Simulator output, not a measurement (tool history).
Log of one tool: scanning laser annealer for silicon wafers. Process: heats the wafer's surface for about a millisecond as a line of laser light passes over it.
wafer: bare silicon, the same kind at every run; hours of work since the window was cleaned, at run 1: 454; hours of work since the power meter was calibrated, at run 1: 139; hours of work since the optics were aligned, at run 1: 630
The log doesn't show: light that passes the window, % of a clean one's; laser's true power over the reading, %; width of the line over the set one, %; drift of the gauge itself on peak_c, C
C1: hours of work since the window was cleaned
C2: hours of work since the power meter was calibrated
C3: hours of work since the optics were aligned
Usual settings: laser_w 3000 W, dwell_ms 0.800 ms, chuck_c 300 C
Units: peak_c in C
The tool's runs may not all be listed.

{"run": 1, "hour": 0.0, "laser_w": 3000, "dwell_ms": 0.8, "chuck_c": 300, "C1": 454, "C2": 139, "C3": 630, "peak_c": 1047}
{"run": 2, "hour": 6.8, "laser_w": 3000, "dwell_ms": 0.8, "chuck_c": 300, "C1": 457, "C2": 142, "C3": 633, "peak_c": 1046}
{"run": 3, "hour": 15.8, "laser_w": 3000, "dwell_ms": 0.8, "chuck_c": 300, "C1": 461, "C2": 146, "C3": 637, "peak_c": 1046}
{"run": 4, "hour": 24.8, "laser_w": 3000, "dwell_ms": 0.8, "chuck_c": 300, "C1": 465, "C2": 150, "C3": 641, "peak_c": 1049}
{"run": 5, "hour": 33.4, "laser_w": 3000, "dwell_ms": 0.8, "chuck_c": 300, "C1": 469, "C2": 154, "C3": 645, "peak_c": 1048}
{"run": 6, "hour": 39.1, "laser_w": 3000, "dwell_ms": 0.8, "chuck_c": 293, "C1": 472, "C2": 156, "C3": 648, "peak_c": 1038}
{"run": 7, "hour": 45.7, "laser_w": 3000, "dwell_ms": 0.8, "chuck_c": 293, "C1": 475, "C2": 159, "C3": 650, "peak_c": 1039}
{"run": 8, "hour": 51.8, "laser_w": 3000, "dwell_ms": 0.8, "chuck_c": 300, "C1": 478, "C2": 162, "C3": 653, "peak_c": 1046}
{"run": 9, "hour": 59.3, "laser_w": 3000, "dwell_ms": 0.8, "chuck_c": 300, "C1": 481, "C2": 165, "C3": 657, "peak_c": 1043}
{"run": 10, "hour": 68.8, "laser_w": 3000, "dwell_ms": 0.8, "chuck_c": 300, "C1": 485, "C2": 170, "C3": 661, "peak_c": 1045}
{"run": 11, "hour": 75.8, "laser_w": 3000, "dwell_ms": 0.675, "chuck_c": 300, "C1": 488, "C2": 173, "C3": 664, "peak_c": 981}
{"run": 12, "hour": 81.3, "laser_w": 3000, "dwell_ms": 0.8, "chuck_c": 300, "C1": 491, "C2": 175, "C3": 666, "peak_c": 1045}
{"run": 13, "hour": 89.8, "laser_w": 3000, "dwell_ms": 0.8, "chuck_c": 300, "C1": 495, "C2": 179, "C3": 670, "peak_c": 1045}
{"run": 14, "hour": 95.1, "laser_w": 3000, "dwell_ms": 0.8, "chuck_c": 299, "C1": 497, "C2": 182, "C3": 673, "peak_c": 1044}
{"run": 15, "hour": 104.6, "laser_w": 2737, "dwell_ms": 0.8, "chuck_c": 300, "C1": 501, "C2": 186, "C3": 677, "peak_c": 980}
{"run": 16, "hour": 112.1, "laser_w": 3000, "dwell_ms": 0.8, "chuck_c": 285, "C1": 505, "C2": 189, "C3": 680, "peak_c": 1032}
{"run": 17, "hour": 120.7, "laser_w": 3000, "dwell_ms": 0.8, "chuck_c": 285, "C1": 509, "C2": 193, "C3": 684, "peak_c": 1030}
{"run": 18, "hour": 131.5, "laser_w": 3000, "dwell_ms": 0.8, "chuck_c": 278, "C1": 513, "C2": 198, "C3": 689, "peak_c": 1021}
{"run": 19, "hour": 136.7, "laser_w": 3000, "dwell_ms": 0.8, "chuck_c": 278, "C1": 516, "C2": 200, "C3": 691, "peak_c": 1022}
{"run": 20, "hour": 141.6, "laser_w": 3000, "dwell_ms": 0.8, "chuck_c": 270, "C1": 518, "C2": 202, "C3": 694, "peak_c": 1016}
{"hour": 145.6, "done": "laser's power meter calibrated"}
{"run": 21, "hour": 153.4, "laser_w": 3000, "dwell_ms": 0.8, "chuck_c": 270, "C1": 522, "C2": 4, "C3": 698, "peak_c": 1014}
{"run": 22, "hour": 159.5, "laser_w": 2923, "dwell_ms": 0.65, "chuck_c": 319, "C1": 525, "C2": 6, "C3": 700, "peak_c": 968}
{"run": 23, "hour": 166.6, "laser_w": 2923, "dwell_ms": 0.65, "chuck_c": 319, "C1": 528, "C2": 9, "C3": 703, "peak_c": 964}
{"run": 24, "hour": 175.0, "laser_w": 3160, "dwell_ms": 0.8, "chuck_c": 265, "C1": 532, "C2": 13, "C3": 707, "peak_c": 1047}
{"run": 25, "hour": 184.3, "laser_w": 2929, "dwell_ms": 0.913, "chuck_c": 300, "C1": 536, "C2": 17, "C3": 711, "peak_c": 1080}
{"run": 26, "hour": 190.6, "laser_w": 2929, "dwell_ms": 0.913, "chuck_c": 300, "C1": 539, "C2": 20, "C3": 714, "peak_c": 1082}
{"run": 27, "hour": 197.3, "laser_w": 2929, "dwell_ms": 0.913, "chuck_c": 300, "C1": 542, "C2": 23, "C3": 717, "peak_c": 1079}
{"run": 28, "hour": 203.6, "laser_w": 3294, "dwell_ms": 0.963, "chuck_c": 300, "C1": 544, "C2": 26, "C3": 720, "peak_c": 1209}
{"hour": 208.0, "done": "laser's power meter calibrated, once more"}
{"run": 29, "hour": 214.1, "laser_w": 3294, "dwell_ms": 0.931, "chuck_c": 300, "C1": 548, "C2": 3, "C3": 723, "peak_c": 1193}
{"run": 30, "hour": 224.0, "laser_w": 2678, "dwell_ms": 0.835, "chuck_c": 289, "C1": 552, "C2": 7, "C3": 728, "peak_c": 965}
{"run": 31, "hour": 231.2, "laser_w": 2870, "dwell_ms": 0.8, "chuck_c": 284, "C1": 555, "C2": 10, "C3": 731, "peak_c": 995}
{"run": 32, "hour": 237.1, "laser_w": 2616, "dwell_ms": 0.695, "chuck_c": 317, "C1": 558, "C2": 13, "C3": 734, "peak_c": 915}
{"run": 33, "hour": 248.1, "laser_w": 3239, "dwell_ms": 0.695, "chuck_c": 333, "C1": 563, "C2": 18, "C3": 739, "peak_c": 1075}
{"run": 34, "hour": 253.1, "laser_w": 2623, "dwell_ms": 0.581, "chuck_c": 269, "C1": 565, "C2": 20, "C3": 741, "peak_c": 810}
{"run": 35, "hour": 260.2, "laser_w": 2623, "dwell_ms": 0.581, "chuck_c": 269, "C1": 568, "C2": 23, "C3": 744, "peak_c": 813}
{"run": 36, "hour": 267.5, "laser_w": 3000, "dwell_ms": 0.991, "chuck_c": 272, "C1": 572, "C2": 27, "C3": 747, "peak_c": 1109}
{"run": 37, "hour": 272.7, "laser_w": 3000, "dwell_ms": 0.991, "chuck_c": 272, "C1": 574, "C2": 29, "C3": 750, "peak_c": 1106}
{"run": 38, "hour": 280.4, "laser_w": 3000, "dwell_ms": 0.682, "chuck_c": 334, "C1": 578, "C2": 33, "C3": 753, "peak_c": 1013}
{"run": 39, "hour": 290.3, "laser_w": 3000, "dwell_ms": 0.602, "chuck_c": 274, "C1": 582, "C2": 37, "C3": 758, "peak_c": 911}
{"run": 40, "hour": 299.2, "laser_w": 2861, "dwell_ms": 0.76, "chuck_c": 260, "C1": 586, "C2": 41, "C3": 762, "peak_c": 948}

Forecast each of these 3 alternatives for the next run:
{"run": "A", "hour": 307.2, "laser_w": 3142, "dwell_ms": 0.762, "chuck_c": 260, "C1": 590, "C2": 45, "C3": 765, "peak_c": "?"}
{"run": "B", "hour": 307.2, "laser_w": 2843, "dwell_ms": 0.871, "chuck_c": 309, "C1": 590, "C2": 45, "C3": 765, "peak_c": "?"}
{"run": "C", "hour": 307.2, "laser_w": 2861, "dwell_ms": 0.633, "chuck_c": 260, "C1": 590, "C2": 45, "C3": 765, "peak_c": "?"}

run=A peak_c=1023
run=B peak_c=1041
run=C peak_c=881
Without the tool's hidden state the same runs would have given:
run=A peak_c=1042
run=B peak_c=1060
run=C peak_c=896
